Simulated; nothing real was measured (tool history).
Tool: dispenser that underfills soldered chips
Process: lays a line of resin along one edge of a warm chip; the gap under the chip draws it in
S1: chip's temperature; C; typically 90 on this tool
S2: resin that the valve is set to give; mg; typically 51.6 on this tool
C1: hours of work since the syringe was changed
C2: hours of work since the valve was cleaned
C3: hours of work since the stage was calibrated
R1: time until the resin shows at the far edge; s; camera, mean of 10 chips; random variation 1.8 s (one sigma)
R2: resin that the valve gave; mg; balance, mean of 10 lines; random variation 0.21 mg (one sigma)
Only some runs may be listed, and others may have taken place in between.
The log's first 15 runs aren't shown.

-- hour=87.8 new syringe of resin
run 16 hour=90.0 | S1=90 S2=49.1 | C1=2 C2=63 C3=232 | R1=188.3 R2=47.86
run 17 hour=97.1 | S1=88 S2=51.6 | C1=6 C2=67 C3=237 | R1=268.9 R2=50.33
-- hour=100.4 new syringe of resin
run 18 hour=103.1 | S1=100 S2=64.8 | C1=2 C2=71 C3=241 | R1=129.8 R2=62.94
run 19 hour=110.2 | S1=84 S2=56.4 | C1=7 C2=76 C3=246 | R1=305.4 R2=54.50
-- hour=113.4 new syringe of resin
run 20 hour=117.5 | S1=84 S2=56.4 | C1=3 C2=81 C3=251 | R1=241.9 R2=54.43
run 21 hour=125.0 | S1=82 S2=58.1 | C1=8 C2=86 C3=256 | R1=364.6 R2=56.31
-- hour=126.0 new syringe of resin
run 22 hour=132.0 | S1=82 S2=58.1 | C1=4 C2=91 C3=260 | R1=273.6 R2=56.54
run 23 hour=137.5 | S1=96 S2=55.7 | C1=8 C2=94 C3=264 | R1=226.7 R2=53.63
-- hour=139.0 new syringe of resin
run 24 hour=143.3 | S1=96 S2=55.7 | C1=3 C2=98 C3=268 | R1=164.9 R2=53.47
run 25 hour=148.7 | S1=96 S2=55.7 | C1=7 C2=102 C3=272 | R1=214.2 R2=53.35

Forecast run 26:
-- hour=151.7 new syringe of resin
run 26 hour=154.3 | S1=102 S2=45.2 | C1=2 C2=106 C3=275 | R1=? R2=?

{"run 26": {"R1": 131.3, "R2": 43.12}}
On a tool with no hidden condition, and with the same random variation, this run would have come out at R1 121.8 s, R2 45.12 mg.

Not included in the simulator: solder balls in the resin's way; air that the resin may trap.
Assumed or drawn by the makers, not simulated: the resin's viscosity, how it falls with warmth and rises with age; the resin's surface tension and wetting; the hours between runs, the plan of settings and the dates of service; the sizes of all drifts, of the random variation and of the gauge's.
